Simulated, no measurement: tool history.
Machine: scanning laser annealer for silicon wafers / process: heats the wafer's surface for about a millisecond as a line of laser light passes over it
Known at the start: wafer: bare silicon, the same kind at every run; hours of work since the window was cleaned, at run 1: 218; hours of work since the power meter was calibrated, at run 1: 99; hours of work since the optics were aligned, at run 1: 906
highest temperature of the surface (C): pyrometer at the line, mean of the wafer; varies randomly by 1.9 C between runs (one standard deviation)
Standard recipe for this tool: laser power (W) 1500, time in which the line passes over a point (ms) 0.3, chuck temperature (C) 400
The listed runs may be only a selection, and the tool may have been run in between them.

run   hour  laser power (W)  time in which the line passes over a point (ms)  chuck temperature (C)  hours of work since the window was cleaned  hours of work since the power meter was calibrated  hours of work since the optics were aligned  highest temperature of the surface (C)
  1      0             1500                                              0.3                    400                                         218                                                  99                                          906                                    1170
  2      8             1500                                              0.3                    400                                         223                                                 104                                          911                                    1167
  3   17.9             1463                                              0.3                    400                                         229                                                 110                                          917                                    1151
  4     23             1463                                              0.3                    400                                         232                                                 113                                          920                                    1151
  5   32.6             1463                                              0.3                    400                                         239                                                 119                                          927                                    1154
  6   41.2             1463                                              0.3                    400                                         244                                                 125                                          932                                    1153
  7   48.5             1463                                              0.3                    400                                         249                                                 129                                          937                                    1150
  8     54             1463                                              0.3                    400                                         252                                                 133                                          940                                    1151
  9   58.4             1463                                              0.3                    400                                         255                                                 136                                          943                                    1154
 10   66.3             1500                                              0.3                    400                                         260                                                 141                                          948                                    1169
 11   71.2             1547                                              0.3                    400                                         263                                                 144                                          951                                    1192
 12   76.4             1547                                            0.222                    400                                         266                                                 147                                          954                                    1080
 13   85.7             1500                                              0.3                    436                                         272                                                 153                                          960                                    1204
 14   93.2             1500                                              0.3                    436                                         277                                                 158                                          965                                    1206
 15  101.7             1533                                            0.219                    424                                         282                                                 163                                          970                                    1089
 16  106.4             1489                                            0.277                    378                                         285                                                 166                                          973                                    1112
 17  115.6             1313                                            0.328                    394                                         291                                                 172                                          979                                    1105
     124.8  -- optics aligned, line set to its width
 18  127.7             1381                                            0.223                    400                                         296                                                 176                                            2                                    1010
 19  133.1             1381                                            0.223                    400                                         299                                                 180                                            5                                    1009
 20  141.3             1457                                            0.312                    383                                         304                                                 185                                           10                                    1148
 21  147.8             1318                                            0.365                    426                                         308                                                 189                                           15                                    1181
 22  157.7             1575                                            0.243                    400                                         315                                                 195                                           21                                    1120
 23  165.7             1500                                            0.368                    400                                         320                                                 200                                           26                                    1257
 24    175             1308                                             0.27                    429                                         326                                                 206                                           32                                    1069
 25  180.5             1308                                             0.27                    429                                         329                                                 210                                           35                                    1072
 26  187.6             1602                                             0.27                    439                                         334                                                 214                                           40                                    1216

Below are 5 alternative next runs, each starting from the tool's condition after run 26. Predict each:
  A  194.5             1573                                            0.262                    369                                         338                                                 219                                           44                                       ?
  B  194.5             1603                                              0.3                    400                                         338                                                 219                                           44                                       ?
  C  194.5             1366                                            0.273                    371                                         338                                                 219                                           44                                       ?
  D  194.5             1500                                              0.3                    393                                         338                                                 219                                           44                                       ?
  E  194.5             1602                                             0.27                    387                                         338                                                 219                                           44                                       ?

run  highest temperature of the surface (C)
  A                                    1118
  B                                    1218
  C                                    1039
  D                                    1165
  E                                    1163
The same runs, with their run-to-run variation unchanged, on a tool lacking any hidden condition would have given:
run  highest temperature of the surface (C)
  A                                    1119
  B                                    1218
  C                                    1039
  D                                    1165
  E                                    1164
